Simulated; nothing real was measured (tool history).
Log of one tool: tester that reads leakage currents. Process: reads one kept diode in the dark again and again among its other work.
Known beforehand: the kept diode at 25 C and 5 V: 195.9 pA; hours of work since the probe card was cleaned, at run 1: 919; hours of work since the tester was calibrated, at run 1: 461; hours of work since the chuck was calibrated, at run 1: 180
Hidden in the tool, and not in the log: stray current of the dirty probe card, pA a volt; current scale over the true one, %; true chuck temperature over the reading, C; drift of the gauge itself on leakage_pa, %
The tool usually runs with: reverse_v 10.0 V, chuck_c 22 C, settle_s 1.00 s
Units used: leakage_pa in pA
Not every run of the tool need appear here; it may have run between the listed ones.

| run | hour | reverse_v | chuck_c | settle_s | hours of work since the probe card was cleaned | hours of work since the tester was calibrated | hours of work since the chuck was calibrated | leakage_pa |
|---|---|---|---|---|---|---|---|---|
| 1 | 0.0 | 10.0 | 22 | 1.00 | 919 | 461 | 180 | 216.35 |
| 2 | 99.1 | 10.0 | 53 | 1.00 | 990 | 532 | 251 | 2999.27 |
| 3 | 200.4 | 10.0 | 53 | 1.00 | 1063 | 605 | 323 | 2995.50 |
| 4 | 299.2 | 10.0 | 22 | 1.00 | 1134 | 676 | 394 | 215.30 |
| 5 | 388.5 | 10.0 | 37 | 1.00 | 1198 | 740 | 458 | 822.77 |
| 6 | 473.2 | 3.4 | 37 | 1.00 | 1258 | 800 | 519 | 469.06 |
| 7 | 607.6 | 10.0 | 22 | 1.00 | 1355 | 897 | 615 | 215.56 |
| 8 | 720.1 | 10.0 | 22 | 1.00 | 1435 | 977 | 696 | 217.12 |
| 9 | 853.2 | 10.0 | 22 | 1.00 | 1531 | 1073 | 791 | 216.50 |
| 10 | 918.0 | 10.0 | 22 | 1.00 | 1577 | 1119 | 837 | 215.45 |
| 11 | 982.0 | 10.0 | 22 | 1.00 | 1623 | 1165 | 883 | 218.54 |
| 12 | 1108.6 | 10.0 | 22 | 1.00 | 1714 | 1256 | 974 | 216.61 |
| 13 | 1250.8 | 10.0 | 22 | 1.00 | 1815 | 1358 | 1076 | 217.34 |
| 14 | 1390.1 | 10.0 | 22 | 1.00 | 1915 | 1457 | 1176 | 215.29 |
| 15 | 1468.8 | 10.0 | 22 | 1.00 | 1972 | 1514 | 1232 | 216.04 |
| 16 | 1598.4 | 10.0 | 22 | 1.00 | 2064 | 1607 | 1325 | 215.99 |
| 17 | 1740.1 | 10.0 | 34 | 1.00 | 2166 | 1708 | 1426 | 635.88 |
|  | 1790.6 | chuck's temperature calibrated |
| 18 | 1802.4 | 10.0 | 34 | 1.00 | 2209 | 1751 | 8 | 634.64 |
| 19 | 1877.1 | 10.0 | 51 | 1.00 | 2263 | 1805 | 62 | 2567.84 |
| 20 | 2017.9 | 10.0 | 22 | 1.00 | 2364 | 1906 | 163 | 215.86 |
| 21 | 2145.8 | 10.0 | 22 | 1.00 | 2455 | 1997 | 254 | 218.50 |
| 22 | 2215.7 | 5.1 | 22 | 0.45 | 2505 | 2047 | 305 | 154.41 |
| 23 | 2280.7 | 3.0 | 47 | 9.99 | 2552 | 2094 | 351 | 996.92 |
| 24 | 2421.2 | 5.0 | 37 | 9.99 | 2653 | 2195 | 452 | 565.49 |
| 25 | 2492.7 | 5.0 | 37 | 9.99 | 2704 | 2246 | 503 | 570.05 |
| 26 | 2588.2 | 5.0 | 37 | 9.99 | 2772 | 2314 | 571 | 569.33 |
| 27 | 2725.5 | 6.9 | 53 | 1.30 | 2871 | 2413 | 670 | 2466.72 |
| 28 | 2867.9 | 3.4 | 45 | 0.54 | 2973 | 2515 | 772 | 915.81 |
| 29 | 2991.2 | 3.4 | 45 | 0.54 | 3061 | 2603 | 860 | 912.52 |
| 30 | 3056.5 | 11.4 | 35 | 1.90 | 3108 | 2650 | 907 | 740.57 |
| 31 | 3139.2 | 11.4 | 35 | 1.90 | 3167 | 2709 | 966 | 739.21 |
| 32 | 3207.9 | 5.3 | 33 | 1.00 | 3216 | 2758 | 1015 | 418.34 |
| 33 | 3265.9 | 5.3 | 31 | 7.50 | 3258 | 2800 | 1057 | 348.41 |
|  | 3403.2 | probe card cleaned and baked |
| 34 | 3403.2 | 10.0 | 33 | 3.66 | 0 | 2896 | 1153 | 580.57 |
| 35 | 3511.9 | 1.7 | 42 | 1.00 | 78 | 2974 | 1231 | 498.41 |
| 36 | 3611.7 | 10.1 | 48 | 0.97 | 149 | 3046 | 1303 | 2035.78 |
| 37 | 3708.8 | 4.9 | 20 | 5.88 | 219 | 3115 | 1372 | 121.44 |
| 38 | 3772.4 | 15.0 | 30 | 5.88 | 265 | 3161 | 1418 | 551.31 |
|  | 3837.5 | chuck's temperature calibrated |
| 39 | 3894.6 | 2.9 | 36 | 2.44 | 351 | 3247 | 41 | 395.02 |

Branching from run 39: 4 alternative next runs. What would each branch give?
| A | 3982.4 | 10.4 | 22 | 1.00 | 414 | 3310 | 104 | ? |
| B | 3982.4 | 6.1 | 25 | 1.26 | 414 | 3310 | 104 | ? |
| C | 3982.4 | 3.4 | 26 | 2.37 | 414 | 3310 | 104 | ? |
| D | 3982.4 | 2.9 | 36 | 8.70 | 414 | 3310 | 104 | ? |

| run | leakage_pa |
|---|---|
| A | 221.62 |
| B | 219.45 |
| C | 175.44 |
| D | 392.95 |
Without the tool's hidden state the same runs would have given:
| run | leakage_pa |
|---|---|
| A | 221.62 |
| B | 219.47 |
| C | 175.45 |
| D | 393.00 |
